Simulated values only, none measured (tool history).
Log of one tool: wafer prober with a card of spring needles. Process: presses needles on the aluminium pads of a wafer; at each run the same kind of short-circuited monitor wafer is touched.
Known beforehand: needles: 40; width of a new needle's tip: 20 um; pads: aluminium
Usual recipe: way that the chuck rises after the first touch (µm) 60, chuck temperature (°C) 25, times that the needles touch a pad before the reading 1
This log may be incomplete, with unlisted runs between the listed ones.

run     day  way that the chuck rises after the first touch (µm)  chuck temperature (°C)  times that the needles touch a pad before the reading  resistance of one needle with its contact and lead (mohm)  way that a needle slides on the pad (µm)
  1   0.000                                                   60                      25                                                      1                                                        198                                     15.40
      0.142  -- tips cleaned on abrasive film
      0.704  -- tips cleaned on abrasive film
      1.338  -- tips cleaned on abrasive film
      2.004  -- tips cleaned on abrasive film
  2   2.558                                                   60                      25                                                      1                                                        201                                     15.43
      2.704  -- tips cleaned on abrasive film
      3.400  -- tips cleaned on abrasive film
      3.962  -- tips cleaned on abrasive film
      4.638  -- tips cleaned on abrasive film
  3   4.779                                                   54                      25                                                      1                                                        201                                     13.80
      5.200  -- tips cleaned on abrasive film
      5.896  -- tips cleaned on abrasive film
      6.529  -- tips cleaned on abrasive film
  4   6.958                                                   54                      25                                                      1                                                        204                                     13.84
      7.100  -- tips cleaned on abrasive film
      7.658  -- tips cleaned on abrasive film
      8.350  -- tips cleaned on abrasive film
      9.017  -- tips cleaned on abrasive film
  5   9.054                                                   54                      25                                                      1                                                        196                                     13.84
      9.592  -- tips cleaned on abrasive film
     10.254  -- tips cleaned on abrasive film
     10.267  -- height of the first contact set anew
  6  10.717                                                   54                      25                                                      1                                                        199                                     13.86
     10.858  -- tips cleaned on abrasive film
     11.525  -- tips cleaned on abrasive film
  7  11.800                                                   54                      25                                                      1                                                        199                                     13.82
     12.221  -- tips cleaned on abrasive film
     12.917  -- tips cleaned on abrasive film
  8  13.354                                                   54                      25                                                      1                                                        203                                     13.87
     13.488  -- tips cleaned on abrasive film
     14.188  -- tips cleaned on abrasive film
     14.846  -- tips cleaned on abrasive film
     15.500  -- tips cleaned on abrasive film
  9  15.842                                                   54                      25                                                      1                                                        200                                     13.80
     16.117  -- tips cleaned on abrasive film
     16.679  -- tips cleaned on abrasive film
 10  17.171                                                   54                      25                                                      1                                                        201                                     13.85
     17.304  -- tips cleaned on abrasive film
     17.992  -- tips cleaned on abrasive film
     18.662  -- tips cleaned on abrasive film
 11  18.708                                                   54                      25                                                      1                                                        199                                     13.80
     19.267  -- tips cleaned on abrasive film
     19.933  -- tips cleaned on abrasive film
     20.496  -- tips cleaned on abrasive film
 12  20.971                                                   54                      25                                                      1                                                        205                                     13.79
     21.117  -- tips cleaned on abrasive film
     21.746  -- tips cleaned on abrasive film
     22.446  -- tips cleaned on abrasive film
 13  22.550                                                   60                      25                                                      1                                                        199                                     15.34
     23.108  -- tips cleaned on abrasive film
     23.775  -- tips cleaned on abrasive film
     24.438  -- tips cleaned on abrasive film
 14  24.438                                                   60                      25                                                      3                                                        197                                     15.27
     25.112  -- tips cleaned on abrasive film
     25.696  -- tips cleaned on abrasive film
 15  25.696                                                   63                     102                                                      1                                                        210                                     15.98
     26.383  -- tips cleaned on abrasive film
     27.067  -- tips cleaned on abrasive film
     27.758  -- tips cleaned on abrasive film
 16  28.079                                                   63                      93                                                      2                                                        212                                     16.06
     28.350  -- tips cleaned on abrasive film
     29.012  -- tips cleaned on abrasive film
     29.671  -- tips cleaned on abrasive film
 17  30.000                                                   63                      93                                                      2                                                        215                                     15.99
     30.283  -- tips cleaned on abrasive film
     30.946  -- tips cleaned on abrasive film
     31.608  -- tips cleaned on abrasive film
 18  31.700                                                   63                      93                                                      2                                                        213                                     16.01
     32.233  -- tips cleaned on abrasive film
     32.933  -- tips cleaned on abrasive film
     33.604  -- tips cleaned on abrasive film
 19  33.700                                                   63                      93                                                      2                                                        215                                     16.00
     33.850  -- height of the first contact set anew
     34.238  -- tips cleaned on abrasive film
     34.925  -- tips cleaned on abrasive film
     35.612  -- tips cleaned on abrasive film
 20  36.079                                                   71                      57                                                      2                                                        200                                     18.05
     36.221  -- tips cleaned on abrasive film
     36.779  -- tips cleaned on abrasive film
     37.362  -- tips cleaned on abrasive film
 21  37.362                                                   80                      43                                                      2                                                        195                                     20.32
     37.921  -- tips cleaned on abrasive film
     38.567  -- tips cleaned on abrasive film
 22  38.567                                                   57                      89                                                      2                                                        214                                     14.39
     39.125  -- tips cleaned on abrasive film
     39.783  -- tips cleaned on abrasive film
     40.483  -- tips cleaned on abrasive film
 23  41.017                                                   57                      89                                                      2                                                        212                                     14.43
     41.158  -- tips cleaned on abrasive film
     41.825  -- tips cleaned on abrasive film
     42.471  -- tips cleaned on abrasive film
     43.058  -- tips cleaned on abrasive film
 24  43.058                                                   57                      89                                                      2                                                        216                                     14.49
     43.675  -- tips cleaned on abrasive film
     44.321  -- tips cleaned on abrasive film
     45.008  -- tips cleaned on abrasive film
 25  45.475                                                   60                      25                                                      1                                                        195                                     15.17
     45.592  -- tips cleaned on abrasive film
     46.292  -- tips cleaned on abrasive film
 26  46.771                                                   60                      25                                                      1                                                        201                                     15.19
     46.896  -- tips cleaned on abrasive film
     47.596  -- tips cleaned on abrasive film
     48.242  -- tips cleaned on abrasive film
     48.929  -- tips cleaned on abrasive film
 27  48.996                                                   60                      25                                                      1                                                        196                                     15.17
     49.558  -- tips cleaned on abrasive film
     50.246  -- tips cleaned on abrasive film
 28  50.292                                                   60                      25                                                      1                                                        201                                     15.18

Consider 3 possible next runs. They are alternatives, not a sequence: every one starts from the tool as it was left by run 28. What does each give?
     50.854  -- tips cleaned on abrasive film
     51.521  -- tips cleaned on abrasive film
  A  51.667                                                   58                      80                                                      1                                                          ?                                         ?
     50.854  -- tips cleaned on abrasive film
     51.521  -- tips cleaned on abrasive film
  B  51.667                                                   60                      25                                                      1                                                          ?                                         ?
     50.854  -- tips cleaned on abrasive film
     51.521  -- tips cleaned on abrasive film
  C  51.667                                                   60                      70                                                      2                                                          ?                                         ?

run  resistance of one needle with its contact and lead (mohm)  way that a needle slides on the pad (µm)
  A                                                        212                                     14.72
  B                                                        197                                     15.11
  C                                                        207                                     15.16
Had the tool no hidden state, the same runs would have come out as:
run  resistance of one needle with its contact and lead (mohm)  way that a needle slides on the pad (µm)
  A                                                        212                                     14.94
  B                                                        197                                     15.34
  C                                                        206                                     15.39
